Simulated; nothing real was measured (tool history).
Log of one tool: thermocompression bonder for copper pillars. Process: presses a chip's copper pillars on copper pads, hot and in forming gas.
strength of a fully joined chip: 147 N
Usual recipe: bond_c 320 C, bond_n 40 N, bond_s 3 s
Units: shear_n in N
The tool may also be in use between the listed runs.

| run | hour | bond_c | bond_n | bond_s | shear_n |
|---|---|---|---|---|---|
| 1 | 0.0 | 320 | 40 | 3 | 79.1 |
| 2 | 6.4 | 320 | 40 | 3 | 79.3 |
| 3 | 10.4 | 320 | 40 | 3 | 78.8 |
| 4 | 16.2 | 320 | 40 | 3 | 79.3 |
| 5 | 20.4 | 320 | 40 | 3 | 79.7 |
| 6 | 28.1 | 320 | 40 | 3 | 78.9 |
| 7 | 34.2 | 320 | 40 | 3 | 79.2 |
| 8 | 41.7 | 320 | 40 | 4 | 86.9 |
| 9 | 47.6 | 290 | 40 | 3 | 58.1 |
| 10 | 55.9 | 321 | 40 | 3 | 79.7 |
| 11 | 59.9 | 321 | 40 | 3 | 80.0 |
| 12 | 65.8 | 320 | 40 | 2 | 68.7 |
| 13 | 72.0 | 320 | 40 | 3 | 79.2 |
| 14 | 77.6 | 320 | 40 | 3 | 79.5 |
| 15 | 84.2 | 320 | 40 | 2 | 68.6 |
| 16 | 89.1 | 320 | 40 | 3 | 79.2 |
| 17 | 95.4 | 320 | 41 | 3 | 80.6 |
| 18 | 99.6 | 320 | 43 | 2 | 72.0 |
| 19 | 107.3 | 320 | 41 | 2 | 69.9 |
| 20 | 116.2 | 337 | 49 | 4 | 108.0 |
| 21 | 125.5 | 337 | 49 | 4 | 108.1 |
| 22 | 129.8 | 299 | 40 | 3 | 64.6 |
| 23 | 136.1 | 320 | 40 | 5 | 92.9 |
| 24 | 145.2 | 320 | 40 | 5 | 89.7 |
| 25 | 152.1 | 320 | 40 | 5 | 88.9 |
| 26 | 158.9 | 320 | 40 | 5 | 89.3 |
| 27 | 163.6 | 320 | 40 | 3 | 76.2 |
| 28 | 168.4 | 302 | 43 | 5 | 79.1 |

The log once held 1 entry between its listed runs, left out of this copy. Where does each go, and what is different about the tool's unlogged condition between the listed run before it and the listed run after it?
Run 23 -> run 24: heater calibrated with a thermocouple chip (hour 141.2)
  true temperature of the bond over the reading, C: 4.5 -> 0.1; oxide that the forming gas leaves, % of the face: 1.55 -> 1.56
  what was measured, less what the result would be without the hidden state, shear_n: +2.0 -> -1.3 N

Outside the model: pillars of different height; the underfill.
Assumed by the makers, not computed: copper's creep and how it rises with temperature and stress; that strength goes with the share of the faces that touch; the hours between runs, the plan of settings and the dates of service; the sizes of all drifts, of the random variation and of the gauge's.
